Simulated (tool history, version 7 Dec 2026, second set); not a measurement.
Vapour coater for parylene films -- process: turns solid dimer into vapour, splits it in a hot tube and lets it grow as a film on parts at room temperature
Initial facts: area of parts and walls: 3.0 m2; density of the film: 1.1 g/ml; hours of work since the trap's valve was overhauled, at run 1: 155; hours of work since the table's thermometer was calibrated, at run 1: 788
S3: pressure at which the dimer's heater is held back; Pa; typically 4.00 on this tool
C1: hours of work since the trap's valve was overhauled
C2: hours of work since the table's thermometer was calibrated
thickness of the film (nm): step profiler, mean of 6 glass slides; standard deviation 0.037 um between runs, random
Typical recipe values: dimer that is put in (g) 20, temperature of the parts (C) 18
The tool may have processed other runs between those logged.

Run 1, hour 0.0: usual settings; C1 155; C2 788. Result: thickness of the film (nm) 3950.
Run 2, hour 36.6: usual settings; C1 177; C2 811. Result: thickness of the film (nm) 3810.
Run 3, hour 64.6: usual settings but dimer that is put in (g) 10; C1 195; C2 828. Result: thickness of the film (nm) 1940.
Run 4, hour 103.8: usual settings; C1 219; C2 852. Result: thickness of the film (nm) 3890.
Run 5, hour 130.9: usual settings but dimer that is put in (g) 11; C1 235; C2 868. Result: thickness of the film (nm) 2140.
Run 6, hour 151.7: usual settings; C1 248; C2 881. Result: thickness of the film (nm) 3840.
Run 7, hour 186.4: usual settings; C1 269; C2 902. Result: thickness of the film (nm) 3890.
Run 8, hour 207.4: usual settings; C1 282; C2 915. Result: thickness of the film (nm) 3840.
Run 9, hour 233.1: usual settings; C1 298; C2 931. Result: thickness of the film (nm) 3900.
Run 10, hour 261.6: usual settings but dimer that is put in (g) 13; C1 315; C2 948. Result: thickness of the film (nm) 2520.
Run 11, hour 282.9: usual settings but dimer that is put in (g) 13; C1 328; C2 961. Result: thickness of the film (nm) 2510.
Run 12, hour 319.8: usual settings but dimer that is put in (g) 13; C1 351; C2 984. Result: thickness of the film (nm) 2500.
Run 13, hour 347.8: usual settings; C1 368; C2 1001. Result: thickness of the film (nm) 3860.
Run 14, hour 384.1: usual settings; C1 390; C2 1023. Result: thickness of the film (nm) 3860.
Run 15, hour 405.4: usual settings; C1 403; C2 1036. Result: thickness of the film (nm) 3870.
Run 16, hour 437.1: usual settings; C1 422; C2 1056. Result: thickness of the film (nm) 3860.
Run 17, hour 471.8: usual settings but dimer that is put in (g) 29; C1 444; C2 1077. Result: thickness of the film (nm) 5640.
Run 18, hour 509.2: usual settings; C1 467; C2 1100. Result: thickness of the film (nm) 3880.
Run 19, hour 544.3: usual settings; C1 488; C2 1121. Result: thickness of the film (nm) 3830.
At hour 567.9: trap's valve overhauled.
Run 20, hour 578.1: usual settings; C1 6; C2 1140. Result: thickness of the film (nm) 3860.
Run 21, hour 613.3: usual settings; C1 28; C2 1161. Result: thickness of the film (nm) 3900.
Run 22, hour 632.6: usual settings; C1 40; C2 1173. Result: thickness of the film (nm) 3870.
Run 23, hour 650.0: usual settings; C1 50; C2 1184. Result: thickness of the film (nm) 3860.
Run 24, hour 685.8: usual settings; C1 72; C2 1206. Result: thickness of the film (nm) 3880.
Run 25, hour 703.0: usual settings but dimer that is put in (g) 8, temperature of the parts (C) 14, S3 8.47 Pa; C1 83; C2 1216. Result: thickness of the film (nm) 1480.
Run 26, hour 740.1: usual settings but dimer that is put in (g) 32, temperature of the parts (C) 12; C1 105; C2 1239. Result: thickness of the film (nm) 7050.
Run 27, hour 773.7: usual settings but dimer that is put in (g) 32, temperature of the parts (C) 12; C1 126; C2 1259. Result: thickness of the film (nm) 7010.
Run 28, hour 796.7: usual settings but dimer that is put in (g) 19, temperature of the parts (C) 15, S3 4.64 Pa; C1 140; C2 1273. Result: thickness of the film (nm) 3910.
Run 29, hour 831.1: usual settings but S3 8.16 Pa; C1 161; C2 1294. Result: thickness of the film (nm) 3510.
Run 30, hour 866.3: usual settings but dimer that is put in (g) 22, temperature of the parts (C) 14, S3 7.77 Pa; C1 183; C2 1316. Result: thickness of the film (nm) 4150.
Run 31, hour 889.4: usual settings but dimer that is put in (g) 17, S3 11.00 Pa; C1 197; C2 1330. Result: thickness of the film (nm) 2860.
Run 32, hour 923.1: usual settings but dimer that is put in (g) 22, temperature of the parts (C) 26, S3 2.00 Pa; C1 217; C2 1351. Result: thickness of the film (nm) 4070.
Run 33, hour 951.5: usual settings but dimer that is put in (g) 31, temperature of the parts (C) 17, S3 2.84 Pa; C1 235; C2 1368. Result: thickness of the film (nm) 6430.
Run 34, hour 968.8: usual settings but dimer that is put in (g) 31, temperature of the parts (C) 17, S3 2.84 Pa; C1 245; C2 1379. Result: thickness of the film (nm) 6500.
Run 35, hour 1002.7: usual settings but dimer that is put in (g) 9, S3 2.36 Pa; C1 266; C2 1399. Result: thickness of the film (nm) 1880.
Run 36, hour 1028.9: usual settings but S3 9.81 Pa; C1 282; C2 1415. Result: thickness of the film (nm) 3460.
Run 37, hour 1065.9: usual settings but S3 9.81 Pa; C1 305; C2 1438. Result: thickness of the film (nm) 3370.
Run 38, hour 1095.8: usual settings but S3 9.81 Pa; C1 323; C2 1456. Result: thickness of the film (nm) 3450.
Run 39, hour 1114.0: usual settings but dimer that is put in (g) 12, temperature of the parts (C) 28, S3 7.62 Pa; C1 334; C2 1468. Result: thickness of the film (nm) 1780.
Run 40, hour 1138.9: usual settings but dimer that is put in (g) 12, temperature of the parts (C) 28, S3 7.62 Pa; C1 349; C2 1483. Result: thickness of the film (nm) 1770.
Run 41, hour 1171.9: usual settings but dimer that is put in (g) 36, temperature of the parts (C) 22, S3 4.08 Pa; C1 370; C2 1503. Result: thickness of the film (nm) 6490.
Run 42, hour 1209.2: usual settings but dimer that is put in (g) 11, temperature of the parts (C) 22, S3 6.13 Pa; C1 392; C2 1526. Result: thickness of the film (nm) 1880.
Run 43, hour 1237.2: usual settings but temperature of the parts (C) 22; C1 410; C2 1543. Result: thickness of the film (nm) 3670.

How the hidden state differs across the entries between the runs, from the last listed run before each to the first after it:
Logged between run 19 and run 20: trap's valve overhauled (hour 567.9)
  vapour lost through the trap's worn valve, %: 0.8 -> 0
  the result without the hidden state subtracted from the measured one, thickness of the film (nm): -30 -> +0
